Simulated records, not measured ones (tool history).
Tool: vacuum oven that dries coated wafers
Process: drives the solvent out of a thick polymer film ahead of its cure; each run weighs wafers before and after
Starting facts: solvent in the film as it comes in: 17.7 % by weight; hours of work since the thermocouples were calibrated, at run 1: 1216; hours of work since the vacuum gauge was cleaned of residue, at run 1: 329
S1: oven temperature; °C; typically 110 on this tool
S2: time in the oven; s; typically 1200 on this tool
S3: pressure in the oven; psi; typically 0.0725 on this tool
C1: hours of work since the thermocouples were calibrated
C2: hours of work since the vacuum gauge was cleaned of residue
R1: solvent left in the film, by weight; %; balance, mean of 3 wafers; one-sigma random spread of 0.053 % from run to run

{"run": 1, "hour": 0.0, "S1": 110, "S2": 1200, "S3": 0.0725, "C1": 1216, "C2": 329, "R1": 1.87}
{"run": 2, "hour": 13.0, "S1": 110, "S2": 1200, "S3": 0.0725, "C1": 1223, "C2": 336, "R1": 1.83}
{"run": 3, "hour": 29.9, "S1": 110, "S2": 1200, "S3": 0.0725, "C1": 1232, "C2": 345, "R1": 1.92}
{"run": 4, "hour": 56.2, "S1": 110, "S2": 1200, "S3": 0.0725, "C1": 1246, "C2": 359, "R1": 1.7}
{"run": 5, "hour": 70.4, "S1": 110, "S2": 1200, "S3": 0.0725, "C1": 1254, "C2": 367, "R1": 1.79}
{"run": 6, "hour": 89.0, "S1": 110, "S2": 1920, "S3": 0.0725, "C1": 1264, "C2": 377, "R1": 0.86}
{"run": 7, "hour": 103.4, "S1": 110, "S2": 1920, "S3": 0.0725, "C1": 1272, "C2": 385, "R1": 0.85}
{"hour": 127.9, "done": "oven's thermocouples calibrated"}
{"run": 8, "hour": 129.6, "S1": 110, "S2": 1920, "S3": 0.0725, "C1": 1, "C2": 398, "R1": 0.86}
{"run": 9, "hour": 152.9, "S1": 110, "S2": 1920, "S3": 0.0725, "C1": 13, "C2": 410, "R1": 0.89}
{"run": 10, "hour": 164.9, "S1": 110, "S2": 1200, "S3": 0.0725, "C1": 20, "C2": 417, "R1": 1.88}
{"run": 11, "hour": 175.8, "S1": 110, "S2": 1200, "S3": 0.0725, "C1": 26, "C2": 422, "R1": 1.99}
{"run": 12, "hour": 200.1, "S1": 110, "S2": 1200, "S3": 0.0725, "C1": 39, "C2": 436, "R1": 1.85}
{"run": 13, "hour": 215.6, "S1": 110, "S2": 1200, "S3": 0.1218, "C1": 47, "C2": 444, "R1": 2.26}
{"run": 14, "hour": 234.8, "S1": 118, "S2": 2100, "S3": 0.0725, "C1": 57, "C2": 454, "R1": 0.52}

Run 15 is up next; what results do you expect?
{"run": 15, "hour": 248.0, "S1": 106, "S2": 1320, "S3": 0.0418, "C1": 64, "C2": 461, "R1": "?"}

{"run 15": {"R1": 2.03}}
If the tool had no hidden condition, the same run with the same run-to-run variation would have returned R1 2.03 %.
